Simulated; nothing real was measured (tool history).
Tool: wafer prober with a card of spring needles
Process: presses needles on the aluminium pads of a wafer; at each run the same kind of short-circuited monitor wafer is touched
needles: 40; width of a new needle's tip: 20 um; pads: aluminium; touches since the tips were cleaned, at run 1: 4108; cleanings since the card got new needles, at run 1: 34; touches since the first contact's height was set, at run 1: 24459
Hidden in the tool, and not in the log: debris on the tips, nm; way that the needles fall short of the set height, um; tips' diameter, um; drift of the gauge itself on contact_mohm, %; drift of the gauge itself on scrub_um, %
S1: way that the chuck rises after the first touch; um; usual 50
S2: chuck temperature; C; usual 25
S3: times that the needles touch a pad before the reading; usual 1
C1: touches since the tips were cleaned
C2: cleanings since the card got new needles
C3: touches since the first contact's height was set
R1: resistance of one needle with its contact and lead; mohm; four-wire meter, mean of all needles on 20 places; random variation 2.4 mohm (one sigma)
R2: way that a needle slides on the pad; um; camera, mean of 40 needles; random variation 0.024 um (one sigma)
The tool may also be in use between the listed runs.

{"run": 1, "day": 0.0, "S1": 50, "S2": 25, "S3": 1, "C1": 4108, "C2": 34, "C3": 24459, "R1": 512, "R2": 11.93}
{"day": 0.167, "done": "tips cleaned on abrasive film"}
{"day": 0.75, "done": "tips cleaned on abrasive film"}
{"run": 2, "day": 0.862, "S1": 63, "S2": 25, "S3": 1, "C1": 1115, "C2": 36, "C3": 32854, "R1": 334, "R2": 15.02}
{"day": 1.312, "done": "tips cleaned on abrasive film"}
{"day": 1.908, "done": "tips cleaned on abrasive film"}
{"run": 3, "day": 2.104, "S1": 50, "S2": 25, "S3": 2, "C1": 1923, "C2": 38, "C3": 44974, "R1": 366, "R2": 11.9}
{"day": 2.475, "done": "tips cleaned on abrasive film"}
{"run": 4, "day": 2.979, "S1": 50, "S2": 25, "S3": 2, "C1": 4956, "C2": 39, "C3": 53514, "R1": 430, "R2": 11.91}
{"day": 3.067, "done": "tips cleaned on abrasive film"}
{"day": 3.654, "done": "tips cleaned on abrasive film"}
{"run": 5, "day": 3.704, "S1": 50, "S2": 25, "S3": 2, "C1": 470, "C2": 41, "C3": 60558, "R1": 305, "R2": 11.87}
{"day": 4.271, "done": "tips cleaned on abrasive film"}
{"run": 6, "day": 4.638, "S1": 50, "S2": 25, "S3": 2, "C1": 3592, "C2": 42, "C3": 69693, "R1": 402, "R2": 11.84}
{"day": 4.867, "done": "tips cleaned on abrasive film"}
{"day": 5.458, "done": "tips cleaned on abrasive film"}
{"run": 7, "day": 5.521, "S1": 50, "S2": 25, "S3": 1, "C1": 626, "C2": 44, "C3": 78314, "R1": 348, "R2": 11.81}
{"day": 6.042, "done": "tips cleaned on abrasive film"}
{"run": 8, "day": 6.546, "S1": 50, "S2": 25, "S3": 2, "C1": 4971, "C2": 45, "C3": 88337, "R1": 428, "R2": 11.79}
{"day": 6.642, "done": "tips cleaned on abrasive film"}
{"day": 7.25, "done": "tips cleaned on abrasive film"}
{"run": 9, "day": 7.608, "S1": 50, "S2": 25, "S3": 2, "C1": 3501, "C2": 47, "C3": 98679, "R1": 417, "R2": 11.74}
{"day": 7.833, "done": "tips cleaned on abrasive film"}
{"day": 8.454, "done": "tips cleaned on abrasive film"}
{"run": 10, "day": 8.492, "S1": 50, "S2": 25, "S3": 2, "C1": 361, "C2": 49, "C3": 107267, "R1": 304, "R2": 11.74}
{"day": 9.029, "done": "tips cleaned on abrasive film"}
{"run": 11, "day": 9.496, "S1": 50, "S2": 112, "S3": 2, "C1": 4588, "C2": 50, "C3": 117097, "R1": 440, "R2": 11.75}
{"day": 9.588, "done": "tips cleaned on abrasive film"}
{"day": 10.242, "done": "tips cleaned on abrasive film"}
{"run": 12, "day": 10.708, "S1": 50, "S2": 112, "S3": 2, "C1": 4580, "C2": 52, "C3": 128931, "R1": 442, "R2": 11.72}
{"day": 10.833, "done": "tips cleaned on abrasive film"}
{"day": 11.412, "done": "tips cleaned on abrasive film"}
{"run": 13, "day": 11.479, "S1": 63, "S2": 48, "S3": 2, "C1": 659, "C2": 54, "C3": 136433, "R1": 306, "R2": 14.83}
{"day": 12.029, "done": "tips cleaned on abrasive film"}
{"run": 14, "day": 12.129, "S1": 63, "S2": 48, "S3": 2, "C1": 987, "C2": 55, "C3": 142787, "R1": 311, "R2": 14.77}
{"day": 12.646, "done": "tips cleaned on abrasive film"}
{"day": 13.225, "done": "tips cleaned on abrasive film"}
{"run": 15, "day": 13.396, "S1": 50, "S2": 80, "S3": 2, "C1": 1692, "C2": 57, "C3": 155164, "R1": 357, "R2": 11.58}
{"day": 13.812, "done": "tips cleaned on abrasive film"}
{"day": 14.408, "done": "tips cleaned on abrasive film"}
{"run": 16, "day": 14.475, "S1": 50, "S2": 80, "S3": 2, "C1": 671, "C2": 59, "C3": 165674, "R1": 341, "R2": 11.62}

Forecast each of these 5 alternatives for the next run:
{"day": 15.017, "done": "tips cleaned on abrasive film"}
{"run": "A", "day": 15.246, "S1": 43, "S2": 122, "S3": 2, "C1": 2252, "C2": 60, "C3": 173222, "R1": "?", "R2": "?"}
{"day": 15.017, "done": "tips cleaned on abrasive film"}
{"run": "B", "day": 15.246, "S1": 35, "S2": 65, "S3": 1, "C1": 2252, "C2": 60, "C3": 173222, "R1": "?", "R2": "?"}
{"day": 15.017, "done": "tips cleaned on abrasive film"}
{"run": "C", "day": 15.246, "S1": 33, "S2": 71, "S3": 2, "C1": 2252, "C2": 60, "C3": 173222, "R1": "?", "R2": "?"}
{"day": 15.017, "done": "tips cleaned on abrasive film"}
{"run": "D", "day": 15.246, "S1": 44, "S2": 25, "S3": 1, "C1": 2252, "C2": 60, "C3": 173222, "R1": "?", "R2": "?"}
{"day": 15.017, "done": "tips cleaned on abrasive film"}
{"run": "E", "day": 15.246, "S1": 56, "S2": 25, "S3": 1, "C1": 2252, "C2": 60, "C3": 173222, "R1": "?", "R2": "?"}

run=A R1=429 R2=9.91
run=B R1=636 R2=8.01
run=C R1=530 R2=7.52
run=D R1=508 R2=10.13
run=E R1=412 R2=13.04
Without the tool's hidden state the same runs would have given:
run=A R1=304 R2=10.28
run=B R1=294 R2=8.38
run=C R1=301 R2=7.89
run=D R1=277 R2=10.5
run=E R1=268 R2=13.41
